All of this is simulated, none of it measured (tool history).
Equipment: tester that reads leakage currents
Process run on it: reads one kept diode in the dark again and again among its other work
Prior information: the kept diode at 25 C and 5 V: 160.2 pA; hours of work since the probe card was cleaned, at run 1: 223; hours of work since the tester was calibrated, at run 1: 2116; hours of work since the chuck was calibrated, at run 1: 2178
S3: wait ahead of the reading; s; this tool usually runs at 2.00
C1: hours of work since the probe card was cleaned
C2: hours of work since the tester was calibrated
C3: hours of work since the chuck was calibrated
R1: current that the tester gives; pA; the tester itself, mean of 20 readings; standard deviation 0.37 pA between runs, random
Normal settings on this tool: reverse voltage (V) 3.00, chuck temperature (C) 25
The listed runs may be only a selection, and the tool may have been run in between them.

{"run": 1, "hour": 0.0, "reverse voltage (V)": 3.0, "chuck temperature (C)": 25, "S3": 2.0, "C1": 223, "C2": 2116, "C3": 2178, "R1": 132.95}
{"hour": 110.4, "done": "chuck's temperature calibrated"}
{"run": 2, "hour": 168.1, "reverse voltage (V)": 3.0, "chuck temperature (C)": 25, "S3": 2.0, "C1": 317, "C2": 2210, "C3": 33, "R1": 124.0}
{"run": 3, "hour": 429.5, "reverse voltage (V)": 3.0, "chuck temperature (C)": 25, "S3": 2.0, "C1": 465, "C2": 2359, "C3": 181, "R1": 123.83}
{"run": 4, "hour": 588.9, "reverse voltage (V)": 3.0, "chuck temperature (C)": 25, "S3": 2.0, "C1": 556, "C2": 2449, "C3": 272, "R1": 125.2}
{"run": 5, "hour": 824.9, "reverse voltage (V)": 3.0, "chuck temperature (C)": 25, "S3": 2.0, "C1": 690, "C2": 2583, "C3": 406, "R1": 126.05}
{"run": 6, "hour": 997.1, "reverse voltage (V)": 3.0, "chuck temperature (C)": 25, "S3": 2.0, "C1": 788, "C2": 2681, "C3": 503, "R1": 127.26}
{"run": 7, "hour": 1239.4, "reverse voltage (V)": 3.0, "chuck temperature (C)": 25, "S3": 2.0, "C1": 925, "C2": 2818, "C3": 641, "R1": 127.58}
{"run": 8, "hour": 1401.3, "reverse voltage (V)": 3.0, "chuck temperature (C)": 25, "S3": 2.0, "C1": 1017, "C2": 2910, "C3": 733, "R1": 128.2}
{"run": 9, "hour": 1632.3, "reverse voltage (V)": 3.0, "chuck temperature (C)": 25, "S3": 2.0, "C1": 1148, "C2": 3041, "C3": 864, "R1": 129.09}
{"run": 10, "hour": 1821.5, "reverse voltage (V)": 4.71, "chuck temperature (C)": 25, "S3": 2.0, "C1": 1256, "C2": 3149, "C3": 971, "R1": 166.49}
{"run": 11, "hour": 1963.5, "reverse voltage (V)": 4.71, "chuck temperature (C)": 25, "S3": 2.0, "C1": 1336, "C2": 3229, "C3": 1052, "R1": 165.04}
{"run": 12, "hour": 2117.4, "reverse voltage (V)": 4.71, "chuck temperature (C)": 25, "S3": 2.0, "C1": 1424, "C2": 3317, "C3": 1139, "R1": 166.78}
{"run": 13, "hour": 2248.9, "reverse voltage (V)": 3.0, "chuck temperature (C)": 25, "S3": 2.0, "C1": 1498, "C2": 3392, "C3": 1214, "R1": 131.49}
{"run": 14, "hour": 2445.9, "reverse voltage (V)": 3.0, "chuck temperature (C)": 25, "S3": 3.41, "C1": 1610, "C2": 3503, "C3": 1326, "R1": 132.04}
{"run": 15, "hour": 2673.9, "reverse voltage (V)": 3.0, "chuck temperature (C)": 25, "S3": 3.41, "C1": 1739, "C2": 3633, "C3": 1455, "R1": 132.91}
{"run": 16, "hour": 2871.6, "reverse voltage (V)": 3.0, "chuck temperature (C)": 25, "S3": 3.41, "C1": 1852, "C2": 3745, "C3": 1567, "R1": 133.27}
{"run": 17, "hour": 3007.1, "reverse voltage (V)": 3.0, "chuck temperature (C)": 25, "S3": 2.0, "C1": 1929, "C2": 3822, "C3": 1644, "R1": 134.24}
{"run": 18, "hour": 3167.4, "reverse voltage (V)": 3.0, "chuck temperature (C)": 25, "S3": 2.0, "C1": 2020, "C2": 3913, "C3": 1735, "R1": 135.5}
{"run": 19, "hour": 3404.9, "reverse voltage (V)": 3.0, "chuck temperature (C)": 25, "S3": 2.0, "C1": 2154, "C2": 4048, "C3": 1870, "R1": 135.61}
{"hour": 3422.1, "done": "probe card cleaned and baked"}
{"run": 20, "hour": 3629.2, "reverse voltage (V)": 5.05, "chuck temperature (C)": 39, "S3": 0.5, "C1": 118, "C2": 4173, "C3": 1996, "R1": 490.19}
{"run": 21, "hour": 3797.9, "reverse voltage (V)": 10.64, "chuck temperature (C)": 25, "S3": 2.4, "C1": 213, "C2": 4269, "C3": 2091, "R1": 255.81}
{"run": 22, "hour": 3922.9, "reverse voltage (V)": 1.69, "chuck temperature (C)": 28, "S3": 2.4, "C1": 284, "C2": 4340, "C3": 2162, "R1": 122.84}
{"hour": 4051.3, "done": "chuck's temperature calibrated"}
{"run": 23, "hour": 4085.6, "reverse voltage (V)": 11.63, "chuck temperature (C)": 25, "S3": 1.4, "C1": 376, "C2": 4431, "C3": 19, "R1": 259.31}
{"run": 24, "hour": 4233.4, "reverse voltage (V)": 3.0, "chuck temperature (C)": 31, "S3": 1.58, "C1": 459, "C2": 4515, "C3": 103, "R1": 199.62}
{"run": 25, "hour": 4489.3, "reverse voltage (V)": 2.46, "chuck temperature (C)": 26, "S3": 0.47, "C1": 605, "C2": 4660, "C3": 249, "R1": 125.84}
{"hour": 4611.2, "done": "tester calibrated"}
{"run": 26, "hour": 4673.7, "reverse voltage (V)": 2.46, "chuck temperature (C)": 26, "S3": 0.47, "C1": 708, "C2": 36, "C3": 352, "R1": 125.11}
{"run": 27, "hour": 4871.5, "reverse voltage (V)": 6.72, "chuck temperature (C)": 39, "S3": 3.26, "C1": 820, "C2": 148, "C3": 464, "R1": 550.8}
{"run": 28, "hour": 5065.7, "reverse voltage (V)": 15.88, "chuck temperature (C)": 36, "S3": 5.36, "C1": 931, "C2": 258, "C3": 575, "R1": 699.43}
{"run": 29, "hour": 5204.3, "reverse voltage (V)": 2.21, "chuck temperature (C)": 30, "S3": 1.5, "C1": 1009, "C2": 337, "C3": 653, "R1": 160.97}
{"run": 30, "hour": 5317.2, "reverse voltage (V)": 2.21, "chuck temperature (C)": 30, "S3": 1.5, "C1": 1073, "C2": 401, "C3": 717, "R1": 161.07}
{"run": 31, "hour": 5422.8, "reverse voltage (V)": 3.0, "chuck temperature (C)": 22, "S3": 1.18, "C1": 1133, "C2": 461, "C3": 777, "R1": 103.89}
{"run": 32, "hour": 5663.7, "reverse voltage (V)": 3.0, "chuck temperature (C)": 22, "S3": 1.18, "C1": 1270, "C2": 597, "C3": 914, "R1": 104.95}
{"run": 33, "hour": 5794.8, "reverse voltage (V)": 14.47, "chuck temperature (C)": 29, "S3": 0.43, "C1": 1345, "C2": 672, "C3": 989, "R1": 423.18}
{"run": 34, "hour": 5911.6, "reverse voltage (V)": 3.14, "chuck temperature (C)": 38, "S3": 1.86, "C1": 1411, "C2": 738, "C3": 1055, "R1": 351.8}
{"run": 35, "hour": 6050.4, "reverse voltage (V)": 3.14, "chuck temperature (C)": 38, "S3": 1.86, "C1": 1490, "C2": 817, "C3": 1134, "R1": 350.97}
{"run": 36, "hour": 6197.0, "reverse voltage (V)": 2.89, "chuck temperature (C)": 52, "S3": 2.0, "C1": 1573, "C2": 900, "C3": 1217, "R1": 882.59}

3 options for the next run, each taken on its own from the tool as it stands now. Forecast them:
{"run": "A", "hour": 6414.9, "reverse voltage (V)": 7.61, "chuck temperature (C)": 49, "S3": 0.44, "C1": 1697, "C2": 1024, "C3": 1341, "R1": "?"}
{"run": "B", "hour": 6414.9, "reverse voltage (V)": 2.89, "chuck temperature (C)": 52, "S3": 0.61, "C1": 1697, "C2": 1024, "C3": 1341, "R1": "?"}
{"run": "C", "hour": 6414.9, "reverse voltage (V)": 3.0, "chuck temperature (C)": 24, "S3": 0.77, "C1": 1697, "C2": 1024, "C3": 1341, "R1": "?"}

run=A R1=1210.70
run=B R1=882.54
run=C R1=124.99
Stripped of hidden state, with their random variation kept, the same runs would have yielded:
run=A R1=1151.19
run=B R1=843.60
run=C R1=114.85
